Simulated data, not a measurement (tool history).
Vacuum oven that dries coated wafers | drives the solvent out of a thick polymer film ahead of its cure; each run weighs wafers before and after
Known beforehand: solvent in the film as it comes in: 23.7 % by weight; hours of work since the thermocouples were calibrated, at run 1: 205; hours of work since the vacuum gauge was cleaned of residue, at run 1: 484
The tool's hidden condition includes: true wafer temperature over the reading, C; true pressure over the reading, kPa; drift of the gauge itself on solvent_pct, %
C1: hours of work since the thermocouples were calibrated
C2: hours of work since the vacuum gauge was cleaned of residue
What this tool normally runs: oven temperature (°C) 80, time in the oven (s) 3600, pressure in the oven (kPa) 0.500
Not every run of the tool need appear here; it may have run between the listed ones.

{"run": 1, "hour": 0.0, "oven temperature (°C)": 80, "time in the oven (s)": 3600, "pressure in the oven (kPa)": 0.5, "C1": 205, "C2": 484, "solvent left in the film (%)": 2.59}
{"run": 2, "hour": 16.8, "oven temperature (°C)": 80, "time in the oven (s)": 3600, "pressure in the oven (kPa)": 0.5, "C1": 215, "C2": 494, "solvent left in the film (%)": 2.6}
{"run": 3, "hour": 38.2, "oven temperature (°C)": 80, "time in the oven (s)": 3600, "pressure in the oven (kPa)": 1.961, "C1": 228, "C2": 507, "solvent left in the film (%)": 3.87}
{"run": 4, "hour": 67.1, "oven temperature (°C)": 80, "time in the oven (s)": 3600, "pressure in the oven (kPa)": 0.5, "C1": 246, "C2": 525, "solvent left in the film (%)": 2.55}
{"run": 5, "hour": 83.0, "oven temperature (°C)": 80, "time in the oven (s)": 3600, "pressure in the oven (kPa)": 0.5, "C1": 255, "C2": 534, "solvent left in the film (%)": 2.58}
{"run": 6, "hour": 107.3, "oven temperature (°C)": 80, "time in the oven (s)": 3600, "pressure in the oven (kPa)": 0.5, "C1": 270, "C2": 549, "solvent left in the film (%)": 2.63}
{"run": 7, "hour": 141.7, "oven temperature (°C)": 80, "time in the oven (s)": 3600, "pressure in the oven (kPa)": 0.5, "C1": 290, "C2": 569, "solvent left in the film (%)": 2.64}
{"run": 8, "hour": 165.0, "oven temperature (°C)": 74, "time in the oven (s)": 3600, "pressure in the oven (kPa)": 0.5, "C1": 304, "C2": 583, "solvent left in the film (%)": 4.11}
{"run": 9, "hour": 184.2, "oven temperature (°C)": 74, "time in the oven (s)": 3600, "pressure in the oven (kPa)": 0.5, "C1": 316, "C2": 595, "solvent left in the film (%)": 4.01}
{"run": 10, "hour": 220.5, "oven temperature (°C)": 74, "time in the oven (s)": 3600, "pressure in the oven (kPa)": 0.5, "C1": 338, "C2": 617, "solvent left in the film (%)": 4.06}
{"run": 11, "hour": 260.1, "oven temperature (°C)": 80, "time in the oven (s)": 3600, "pressure in the oven (kPa)": 1.775, "C1": 362, "C2": 641, "solvent left in the film (%)": 3.71}
{"run": 12, "hour": 292.8, "oven temperature (°C)": 80, "time in the oven (s)": 3600, "pressure in the oven (kPa)": 1.775, "C1": 381, "C2": 660, "solvent left in the film (%)": 3.68}
{"run": 13, "hour": 331.2, "oven temperature (°C)": 67, "time in the oven (s)": 3300, "pressure in the oven (kPa)": 1.099, "C1": 404, "C2": 683, "solvent left in the film (%)": 7.46}
{"run": 14, "hour": 347.5, "oven temperature (°C)": 77, "time in the oven (s)": 3600, "pressure in the oven (kPa)": 1.846, "C1": 414, "C2": 693, "solvent left in the film (%)": 4.52}
{"run": 15, "hour": 365.9, "oven temperature (°C)": 77, "time in the oven (s)": 3600, "pressure in the oven (kPa)": 1.846, "C1": 425, "C2": 704, "solvent left in the film (%)": 4.5}
{"run": 16, "hour": 402.8, "oven temperature (°C)": 80, "time in the oven (s)": 4380, "pressure in the oven (kPa)": 1.007, "C1": 447, "C2": 726, "solvent left in the film (%)": 2.28}
{"run": 17, "hour": 440.5, "oven temperature (°C)": 83, "time in the oven (s)": 3600, "pressure in the oven (kPa)": 1.97, "C1": 470, "C2": 749, "solvent left in the film (%)": 3.19}

Here are 3 independent what-if runs from the current tool condition. What would each one return?
{"run": "A", "hour": 466.9, "oven temperature (°C)": 69, "time in the oven (s)": 3660, "pressure in the oven (kPa)": 0.5, "C1": 486, "C2": 765, "solvent left in the film (%)": "?"}
{"run": "B", "hour": 466.9, "oven temperature (°C)": 83, "time in the oven (s)": 3600, "pressure in the oven (kPa)": 0.317, "C1": 486, "C2": 765, "solvent left in the film (%)": "?"}
{"run": "C", "hour": 466.9, "oven temperature (°C)": 78, "time in the oven (s)": 4500, "pressure in the oven (kPa)": 0.622, "C1": 486, "C2": 765, "solvent left in the film (%)": "?"}

run=A solvent_left_in_the_film_(%)=5.45
run=B solvent_left_in_the_film_(%)=1.83
run=C solvent_left_in_the_film_(%)=2.21
With no hidden state in the tool, these same runs would have given:
run=A solvent_left_in_the_film_(%)=5.46
run=B solvent_left_in_the_film_(%)=1.82
run=C solvent_left_in_the_film_(%)=2.18
